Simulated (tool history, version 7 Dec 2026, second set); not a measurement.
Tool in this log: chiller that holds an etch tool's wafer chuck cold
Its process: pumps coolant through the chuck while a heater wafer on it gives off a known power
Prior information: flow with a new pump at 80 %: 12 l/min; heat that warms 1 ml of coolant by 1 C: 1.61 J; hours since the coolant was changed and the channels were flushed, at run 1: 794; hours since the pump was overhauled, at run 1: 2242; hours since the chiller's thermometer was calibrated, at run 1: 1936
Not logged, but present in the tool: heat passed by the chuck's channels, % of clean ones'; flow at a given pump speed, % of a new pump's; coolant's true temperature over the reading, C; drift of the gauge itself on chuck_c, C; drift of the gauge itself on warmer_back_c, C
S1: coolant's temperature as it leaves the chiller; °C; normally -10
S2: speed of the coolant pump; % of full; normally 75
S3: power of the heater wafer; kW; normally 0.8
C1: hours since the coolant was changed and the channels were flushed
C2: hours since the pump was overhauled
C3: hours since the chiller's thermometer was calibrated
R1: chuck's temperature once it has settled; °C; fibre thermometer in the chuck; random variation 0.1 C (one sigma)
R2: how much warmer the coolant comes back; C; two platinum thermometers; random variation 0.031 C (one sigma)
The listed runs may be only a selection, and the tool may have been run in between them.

run 1 day=0 | S1=-10 S2=75 S3=0.8 | C1=794 C2=2242 C3=1936 | R1=-0.1 R2=2.76
run 2 day=2.121 | S1=-10 S2=75 S3=0.8 | C1=845 C2=2293 C3=1987 | R1=0 R2=2.76
run 3 day=3.983 | S1=-10 S2=75 S3=0.8 | C1=890 C2=2338 C3=2031 | R1=0.1 R2=2.74
run 4 day=5.121 | S1=-5 S2=75 S3=0.8 | C1=917 C2=2365 C3=2059 | R1=5 R2=2.79
run 5 day=6.275 | S1=-5 S2=75 S3=0.8 | C1=945 C2=2393 C3=2086 | R1=4.9 R2=2.78
run 6 day=8.008 | S1=-5 S2=75 S3=0.8 | C1=986 C2=2434 C3=2128 | R1=5.2 R2=2.71
run 7 day=9.804 | S1=-4 S2=75 S3=0.8 | C1=1030 C2=2477 C3=2171 | R1=6.1 R2=2.82
run 8 day=12 | S1=-4 S2=75 S3=0.8 | C1=1082 C2=2530 C3=2224 | R1=5.9 R2=2.78
run 9 day=13.283 | S1=-4 S2=75 S3=0.8 | C1=1113 C2=2561 C3=2255 | R1=6.1 R2=2.78
run 10 day=14.733 | S1=-4 S2=75 S3=0.8 | C1=1148 C2=2596 C3=2289 | R1=6 R2=2.77
run 11 day=16.292 | S1=-15 S2=75 S3=0.8 | C1=1185 C2=2633 C3=2327 | R1=-4.9 R2=2.74
run 12 day=17.592 | S1=-18 S2=75 S3=0.8 | C1=1216 C2=2664 C3=2358 | R1=-8 R2=2.77
run 13 day=18.942 | S1=-10 S2=75 S3=0.8 | C1=1249 C2=2697 C3=2390 | R1=-0.1 R2=2.8
-- day=19.083 chiller's thermometer calibrated
run 14 day=20.879 | S1=-10 S2=75 S3=0.8 | C1=1294 C2=2742 C3=43 | R1=-0.3 R2=2.76
run 15 day=22.388 | S1=-5 S2=75 S3=0.484 | C1=1330 C2=2778 C3=79 | R1=0.8 R2=1.68
run 16 day=24.267 | S1=-10 S2=75 S3=0.594 | C1=1376 C2=2823 C3=124 | R1=-2.7 R2=2.07
run 17 day=26.079 | S1=-9 S2=70 S3=0.779 | C1=1419 C2=2867 C3=168 | R1=1.2 R2=2.92
run 18 day=27.075 | S1=-9 S2=70 S3=0.779 | C1=1443 C2=2891 C3=192 | R1=1.3 R2=2.93
-- day=28.746 chiller's thermometer calibrated, once more
run 19 day=29.467 | S1=-7 S2=98 S3=0.76 | C1=1499 C2=2947 C3=17 | R1=1.1 R2=1.96
run 20 day=30.921 | S1=-15 S2=96 S3=0.815 | C1=1534 C2=2982 C3=52 | R1=-6.3 R2=2.19
run 21 day=32.075 | S1=-12 S2=77 S3=0.806 | C1=1562 C2=3010 C3=80 | R1=-1.6 R2=2.72
run 22 day=34.025 | S1=-18 S2=77 S3=0.702 | C1=1609 C2=3057 C3=127 | R1=-8.9 R2=2.36
run 23 day=36.1 | S1=-18 S2=77 S3=0.927 | C1=1659 C2=3106 C3=176 | R1=-6 R2=3.15
run 24 day=37.221 | S1=-8 S2=93 S3=0.927 | C1=1685 C2=3133 C3=203 | R1=2.2 R2=2.53
run 25 day=39.104 | S1=-2 S2=82 S3=0.502 | C1=1731 C2=3179 C3=249 | R1=4.1 R2=1.59
run 26 day=40.446 | S1=-13 S2=91 S3=0.724 | C1=1763 C2=3211 C3=281 | R1=-4.9 R2=2.06
run 27 day=41.954 | S1=-9 S2=91 S3=0.681 | C1=1799 C2=3247 C3=317 | R1=-1.3 R2=1.92

Alternative continuations, all from the tool just after run 27; predict every row:
run A day=44.012 | S1=-9 S2=65 S3=0.681 | C1=1848 C2=3296 C3=366 | R1=? R2=?
run B day=44.012 | S1=-10 S2=75 S3=1.016 | C1=1848 C2=3296 C3=366 | R1=? R2=?
run C day=44.012 | S1=-10 S2=75 S3=0.402 | C1=1848 C2=3296 C3=366 | R1=? R2=?
run D day=44.012 | S1=-14 S2=98 S3=0.845 | C1=1848 C2=3296 C3=366 | R1=? R2=?
run E day=44.012 | S1=-14 S2=63 S3=0.779 | C1=1848 C2=3296 C3=366 | R1=? R2=?

run=A R1=1.1 R2=2.77
run=B R1=3.3 R2=3.6
run=C R1=-4.8 R2=1.35
run=D R1=-5.1 R2=2.14
run=E R1=-2.2 R2=3.29
With the hidden condition removed and each run's random variation left untouched, the same runs would have given:
run=A R1=0.5 R2=2.65
run=B R1=2.5 R2=3.45
run=C R1=-5.1 R2=1.29
run=D R1=-5.7 R2=2.05
run=E R1=-2.9 R2=3.14
